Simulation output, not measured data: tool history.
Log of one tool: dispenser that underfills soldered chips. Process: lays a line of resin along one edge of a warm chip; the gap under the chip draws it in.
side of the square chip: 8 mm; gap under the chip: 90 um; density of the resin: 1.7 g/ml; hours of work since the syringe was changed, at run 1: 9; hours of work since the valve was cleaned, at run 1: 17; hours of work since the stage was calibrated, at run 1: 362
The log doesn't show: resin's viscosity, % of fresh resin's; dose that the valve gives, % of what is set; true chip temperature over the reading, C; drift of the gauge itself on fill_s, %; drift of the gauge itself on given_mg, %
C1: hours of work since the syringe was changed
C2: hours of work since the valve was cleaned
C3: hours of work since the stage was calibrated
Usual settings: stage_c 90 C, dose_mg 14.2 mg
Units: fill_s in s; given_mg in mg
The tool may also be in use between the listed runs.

{"run": 1, "day": 0.0, "stage_c": 90, "dose_mg": 14.2, "C1": 9, "C2": 17, "C3": 362, "fill_s": 20.4, "given_mg": 14.11}
{"day": 0.15, "done": "new syringe of resin"}
{"run": 2, "day": 0.517, "stage_c": 79, "dose_mg": 14.2, "C1": 5, "C2": 24, "C3": 369, "fill_s": 28.1, "given_mg": 14.1}
{"day": 0.883, "done": "new syringe of resin"}
{"run": 3, "day": 1.017, "stage_c": 90, "dose_mg": 14.2, "C1": 2, "C2": 31, "C3": 376, "fill_s": 15.1, "given_mg": 13.9}
{"day": 1.642, "done": "new syringe of resin"}
{"run": 4, "day": 1.771, "stage_c": 90, "dose_mg": 14.2, "C1": 2, "C2": 42, "C3": 387, "fill_s": 14.7, "given_mg": 13.93}
{"run": 5, "day": 2.083, "stage_c": 91, "dose_mg": 14.2, "C1": 6, "C2": 46, "C3": 392, "fill_s": 17.1, "given_mg": 13.94}
{"day": 2.375, "done": "new syringe of resin"}
{"run": 6, "day": 2.704, "stage_c": 84, "dose_mg": 14.2, "C1": 5, "C2": 55, "C3": 401, "fill_s": 23.1, "given_mg": 13.89}
{"run": 7, "day": 3.088, "stage_c": 105, "dose_mg": 14.2, "C1": 10, "C2": 61, "C3": 406, "fill_s": 12, "given_mg": 13.84}
{"day": 3.154, "done": "new syringe of resin"}
{"run": 8, "day": 3.608, "stage_c": 105, "dose_mg": 14.2, "C1": 7, "C2": 68, "C3": 414, "fill_s": 10.1, "given_mg": 13.89}
{"day": 3.904, "done": "new syringe of resin"}
{"run": 9, "day": 3.996, "stage_c": 85, "dose_mg": 14.2, "C1": 1, "C2": 74, "C3": 419, "fill_s": 18.3, "given_mg": 13.86}
{"run": 10, "day": 4.454, "stage_c": 85, "dose_mg": 14.2, "C1": 8, "C2": 80, "C3": 426, "fill_s": 23.3, "given_mg": 13.69}
{"day": 4.654, "done": "new syringe of resin"}
{"day": 4.892, "done": "dispensing valve cleaned and set on the balance"}
{"day": 4.933, "done": "stage's temperature calibrated"}
{"run": 11, "day": 5.125, "stage_c": 85, "dose_mg": 14.2, "C1": 6, "C2": 3, "C3": 3, "fill_s": 20.4, "given_mg": 14.24}
{"day": 5.483, "done": "new syringe of resin"}
{"run": 12, "day": 5.721, "stage_c": 81, "dose_mg": 14, "C1": 3, "C2": 11, "C3": 11, "fill_s": 21.3, "given_mg": 13.85}
{"day": 6.254, "done": "new syringe of resin"}
{"run": 13, "day": 6.3, "stage_c": 96, "dose_mg": 14.2, "C1": 1, "C2": 20, "C3": 20, "fill_s": 9.6, "given_mg": 14.13}
{"run": 14, "day": 6.896, "stage_c": 91, "dose_mg": 15.1, "C1": 9, "C2": 28, "C3": 28, "fill_s": 17.4, "given_mg": 14.96}
{"day": 6.996, "done": "new syringe of resin"}
{"run": 15, "day": 7.571, "stage_c": 103, "dose_mg": 12.4, "C1": 8, "C2": 38, "C3": 38, "fill_s": 11.1, "given_mg": 12.21}
{"day": 7.779, "done": "new syringe of resin"}
{"run": 16, "day": 7.933, "stage_c": 103, "dose_mg": 12.4, "C1": 2, "C2": 43, "C3": 43, "fill_s": 9, "given_mg": 12.15}
{"run": 17, "day": 8.483, "stage_c": 94, "dose_mg": 14.3, "C1": 10, "C2": 51, "C3": 51, "fill_s": 15.8, "given_mg": 14.02}
{"day": 8.554, "done": "new syringe of resin"}
{"run": 18, "day": 8.933, "stage_c": 99, "dose_mg": 13.4, "C1": 6, "C2": 57, "C3": 57, "fill_s": 11.6, "given_mg": 13.12}
{"day": 9.312, "done": "new syringe of resin"}
{"run": 19, "day": 9.621, "stage_c": 89, "dose_mg": 13.3, "C1": 5, "C2": 67, "C3": 67, "fill_s": 16.5, "given_mg": 13.05}
{"day": 10.046, "done": "new syringe of resin"}
{"run": 20, "day": 10.354, "stage_c": 89, "dose_mg": 13.3, "C1": 5, "C2": 78, "C3": 78, "fill_s": 16.8, "given_mg": 13.02}
{"day": 10.775, "done": "new syringe of resin"}
{"day": 10.988, "done": "dispensing valve cleaned and set on the balance"}
{"run": 21, "day": 11.071, "stage_c": 90, "dose_mg": 13, "C1": 4, "C2": 1, "C3": 87, "fill_s": 14.9, "given_mg": 13.01}

Forecast each of these 4 alternatives for the next run:
{"day": 11.546, "done": "new syringe of resin"}
{"run": "A", "day": 11.708, "stage_c": 90, "dose_mg": 14.2, "C1": 2, "C2": 10, "C3": 97, "fill_s": "?", "given_mg": "?"}
{"day": 11.546, "done": "new syringe of resin"}
{"run": "B", "day": 11.708, "stage_c": 104, "dose_mg": 14.2, "C1": 2, "C2": 10, "C3": 97, "fill_s": "?", "given_mg": "?"}
{"day": 11.546, "done": "new syringe of resin"}
{"run": "C", "day": 11.708, "stage_c": 78, "dose_mg": 15.4, "C1": 2, "C2": 10, "C3": 97, "fill_s": "?", "given_mg": "?"}
{"day": 11.546, "done": "new syringe of resin"}
{"run": "D", "day": 11.708, "stage_c": 94, "dose_mg": 14.3, "C1": 2, "C2": 10, "C3": 97, "fill_s": "?", "given_mg": "?"}

run=A fill_s=14.3 given_mg=14.04
run=B fill_s=7.5 given_mg=14.04
run=C fill_s=23.9 given_mg=15.33
run=D fill_s=11.8 given_mg=14.19
Without the tool's hidden state the same runs would have given:
run=A fill_s=12.8 given_mg=14.1
run=B fill_s=6.6 given_mg=14.1
run=C fill_s=21.4 given_mg=15.39
run=D fill_s=10.5 given_mg=14.25

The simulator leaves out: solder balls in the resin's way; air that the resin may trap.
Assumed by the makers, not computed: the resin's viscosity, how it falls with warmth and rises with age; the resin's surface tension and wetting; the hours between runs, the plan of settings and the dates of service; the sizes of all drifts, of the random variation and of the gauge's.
